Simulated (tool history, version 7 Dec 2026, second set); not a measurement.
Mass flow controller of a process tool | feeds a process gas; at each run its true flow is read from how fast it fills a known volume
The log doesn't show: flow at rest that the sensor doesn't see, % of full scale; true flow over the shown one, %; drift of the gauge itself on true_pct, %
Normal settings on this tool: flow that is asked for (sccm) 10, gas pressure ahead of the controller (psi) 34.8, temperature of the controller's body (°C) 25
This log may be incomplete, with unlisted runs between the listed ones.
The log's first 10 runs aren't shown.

run	hour	flow that is asked for (sccm)	gas pressure ahead of the controller (psi)	temperature of the controller's body (°C)	hours of work since the controller was set to zero	hours of work since the controller was changed	true flow (%)
11	1883.2	15	34.8	25	805	5595	98.21
12	2122.7	15	34.8	25	951	5740	98.17
13	2375.3	15	34.8	25	1104	5894	97.91
# hour 2519.9: gauge calibrated
14	2588.8	15	34.8	25	1234	6023	99.89
15	2726.5	15	34.8	25	1317	6107	99.7
16	2938.9	15	34.8	25	1446	6236	99.52
17	3116.3	15	34.8	25	1554	6343	99.26
18	3266.5	10	27.4	23	1645	6435	98.91
19	3482.5	10	20.5	25	1776	6566	98.35
20	3678.3	2	20.6	25	1895	6685	97.75
21	3910	10	27.7	40	2035	6825	97.08
22	4201.9	4	22.9	40	2213	7002	96.5
23	4379.2	4	22.9	40	2320	7110	96.33
24	4672.6	10	25.5	31	2498	7288	97.07
# hour 4756.5: controller exchanged for a calibrated one
25	4925.3	3	25.5	27	102	102	96.69
26	5055.3	3	25.5	27	181	181	96.67
27	5190.5	3	25.5	27	263	263	96.66
28	5403.6	6	34.8	25	393	393	96.96
29	5672.7	7	22.9	29	556	556	96.22
30	5966.7	7	22.9	29	734	734	95.85
31	6231	17	22.9	29	895	895	96.18
32	6513	13	24.1	30	1066	1066	95.74
33	6684.5	13	24.1	30	1170	1170	95.63
34	6863.6	13	24.1	30	1279	1279	95.38

Each row is a separate what-if for the run after 34, all from the same tool condition, not one after another. Results?
A	7153.4	3	24.1	30	1455	1455	?
B	7153.4	9	36.8	31	1455	1455	?
C	7153.4	17	32.5	20	1455	1455	?
D	7153.4	6	36.5	28	1455	1455	?
E	7153.4	15	32.6	39	1455	1455	?

run	true flow (%)
A	94.64
B	95.22
C	96.33
D	95.38
E	94.83
Stripped of hidden state, with their random variation kept, the same runs would have yielded:
run	true flow (%)
A	98.51
B	99.12
C	100.27
D	99.28
E	98.71

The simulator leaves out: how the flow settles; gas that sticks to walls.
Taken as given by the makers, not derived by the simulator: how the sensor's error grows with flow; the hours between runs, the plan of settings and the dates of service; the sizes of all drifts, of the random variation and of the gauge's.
